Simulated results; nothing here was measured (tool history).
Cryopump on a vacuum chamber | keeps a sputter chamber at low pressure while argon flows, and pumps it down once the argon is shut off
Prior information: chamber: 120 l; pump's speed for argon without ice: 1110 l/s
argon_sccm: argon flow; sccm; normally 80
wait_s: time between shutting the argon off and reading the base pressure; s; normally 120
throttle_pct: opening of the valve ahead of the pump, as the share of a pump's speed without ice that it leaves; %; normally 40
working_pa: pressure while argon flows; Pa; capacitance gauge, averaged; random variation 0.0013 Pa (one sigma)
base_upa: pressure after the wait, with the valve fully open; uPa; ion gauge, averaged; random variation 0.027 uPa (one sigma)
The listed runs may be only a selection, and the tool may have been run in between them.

run,hour,argon_sccm,wait_s,throttle_pct,working_pa,base_upa
1,0.0,80,120,40,0.3224,1.99
2,35.1,80,120,40,0.3265,1.97
3,83.1,80,120,40,0.3281,2.05
4,146.3,80,156,40,0.3321,1.87
5,185.3,80,156,40,0.3367,1.93
6,244.9,138,120,40,0.5373,1.85
7,314.4,80,120,40,0.3108,1.99
8,359.5,80,120,40,0.3166,1.93
9,398.5,80,120,40,0.3183,1.99
10,466.8,80,120,40,0.3231,2.04
11,542.7,156,120,40,0.6387,2.14
12,596.5,80,120,40,0.3344,2.19
13,679.1,42,120,40,0.1619,2.01
14,719.3,45,120,40,0.1735,2.05
15,755.8,45,120,40,0.1745,2.04
16,822.3,45,120,40,0.1781,2.13
17,862.7,45,120,35,0.2025,1.33
18,935.2,48,120,35,0.2214,1.29
19,1006.9,48,120,23,0.3320,1.35
20,1087.1,48,120,23,0.3352,1.39
21,1153.5,137,87,51,0.4153,1.71
22,1225.1,112,22,28,0.6214,5.41
23,1288.9,109,108,59,0.2986,1.47
24,1326.0,143,274,21,1.0658,0.86
25,1409.2,143,274,21,1.0776,0.92
26,1461.2,126,120,40,0.5185,1.41
27,1535.3,67,120,21,0.5128,1.46
28,1609.4,80,145,17,0.7281,1.23
29,1679.8,109,41,30,0.5636,3.21
30,1720.9,109,41,30,0.5661,3.22
31,1759.8,58,38,40,0.2283,3.39
32,1826.0,94,57,19,0.7722,2.59
33,1911.0,34,192,55,0.1037,1.13

Missing from the log above: 5 entries noted between runs. For each, name the pair of listed runs it sits between and say how the tool's hidden condition differs from the listed run just before to the listed run just after:
Run 5 -> run 6: pump warmed up, emptied and cooled again (hour 218.5)
  pump's speed, % of a pump's without ice: 81 -> 98.5; cold plate's temperature, K: 13.01 -> 13.03; leak into the chamber, uPa l/s: 1031 -> 1043
  measured minus no-state result, working_pa: +0.0317 -> +0.0077 Pa; base_upa: +0.90 -> +0.67 uPa
Run 12 -> run 13: pump warmed up, emptied and cooled again (hour 675.9)
  pump's speed, % of a pump's without ice: 83.5 -> 99.7; cold plate's temperature, K: 13.13 -> 13.15; leak into the chamber, uPa l/s: 1117 -> 1132
  measured minus no-state result, working_pa: +0.0275 -> +0.0017 Pa; base_upa: +0.96 -> +0.78 uPa
Run 16 -> run 17: leaking fittings of the chamber tightened, without venting (hour 856.3)
  pump's speed, % of a pump's without ice: 93.7 -> 92.1; cold plate's temperature, K: 13.19 -> 13.2; leak into the chamber, uPa l/s: 1163 -> 339
  measured minus no-state result, working_pa: +0.0065 -> +0.0077 Pa; base_upa: +0.89 -> +0.07 uPa
Run 20 -> run 21: pump warmed up, emptied and cooled again (hour 1135.7)
  pump's speed, % of a pump's without ice: 82.8 -> 98.5; cold plate's temperature, K: 13.26 -> 13.28; leak into the chamber, uPa l/s: 388 -> 400
  measured minus no-state result, working_pa: +0.0175 -> +0.0086 Pa; base_upa: +0.17 -> +0.10 uPa
Run 27 -> run 28: pump warmed up, emptied and cooled again (hour 1592.1)
  pump's speed, % of a pump's without ice: 81.8 -> 99.3; cold plate's temperature, K: 13.39 -> 13.41; leak into the chamber, uPa l/s: 480 -> 494
  measured minus no-state result, working_pa: +0.0263 -> +0.0045 Pa; base_upa: +0.27 -> +0.19 uPa
